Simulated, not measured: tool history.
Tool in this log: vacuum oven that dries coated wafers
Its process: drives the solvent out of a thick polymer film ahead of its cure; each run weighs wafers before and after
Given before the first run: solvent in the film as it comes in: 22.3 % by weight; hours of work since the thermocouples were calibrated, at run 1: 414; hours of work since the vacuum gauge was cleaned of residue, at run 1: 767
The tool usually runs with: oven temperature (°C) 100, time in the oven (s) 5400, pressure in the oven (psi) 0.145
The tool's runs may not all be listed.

run	hour	oven temperature (°C)	time in the oven (s)	pressure in the oven (psi)	hours of work since the thermocouples were calibrated	hours of work since the vacuum gauge was cleaned of residue	solvent left in the film (%)
1	0.0	100	5400	0.145	414	767	1.31
2	69.5	100	5400	0.145	461	815	1.28
3	127.1	100	5400	0.145	501	854	1.26
4	186.2	100	5400	0.100	541	894	1.02
5	230.4	100	5400	0.100	571	924	1.01
6	282.0	100	5400	0.145	606	959	1.17
7	332.9	100	5400	0.145	641	994	1.18
8	394.7	100	5400	0.145	683	1036	1.20
9	460.8	100	5400	0.145	727	1081	1.20
10	545.8	100	5400	0.145	785	1139	1.11
11	633.1	100	5400	0.145	845	1198	1.16
12	694.0	100	5400	0.145	886	1239	1.11
13	776.2	100	5400	0.145	942	1295	1.13
14	855.8	100	5400	0.145	996	1350	1.11
15	902.9	100	5400	0.145	1028	1382	1.06
16	970.9	100	3360	0.145	1074	1428	2.45
17	1031.9	100	3360	0.371	1116	1469	3.19
18	1076.7	100	3360	0.371	1146	1500	3.18
19	1144.9	96	5400	0.094	1193	1546	1.53
20	1203.1	113	3180	0.133	1232	1586	0.49
21	1280.6	103	2700	0.219	1285	1639	2.63
22	1321.3	103	2700	0.219	1313	1666	2.54
23	1372.8	99	7140	0.415	1348	1701	1.80
24	1457.9	99	7140	0.415	1406	1759	1.70
25	1521.8	108	3000	0.126	1449	1803	0.97
26	1600.9	108	2760	0.541	1503	1856	2.12
27	1684.1	87	6120	0.374	1560	1913	4.76
28	1759.2	105	3720	0.145	1611	1964	0.95
# hour 1767.9: oven's thermocouples calibrated
29	1808.0	105	3720	0.145	27	1996	1.56
30	1891.2	100	4800	0.125	84	2052	1.78
31	1939.6	100	4800	0.125	117	2085	1.81
32	2010.7	93	5400	0.099	165	2134	3.25
33	2050.6	93	5400	0.099	192	2161	3.12
34	2100.9	103	4920	0.135	227	2195	1.13
35	2158.3	108	5340	0.461	266	2234	1.61

Each row is a separate what-if for the run after 35, all from the same tool condition, not one after another. Results?
A	2199.3	108	7620	0.461	293	2262	?
B	2199.3	108	5340	0.077	293	2262	?
C	2199.3	108	3840	0.247	293	2262	?
D	2199.3	100	5340	0.252	293	2262	?
E	2199.3	90	5340	0.461	293	2262	?

run	solvent left in the film (%)
A	1.45
B	0.43
C	1.22
D	1.89
E	5.99
What these runs would have given with no unlogged condition in the tool:
run	solvent left in the film (%)
A	1.37
B	0.34
C	1.18
D	1.85
E	6.05
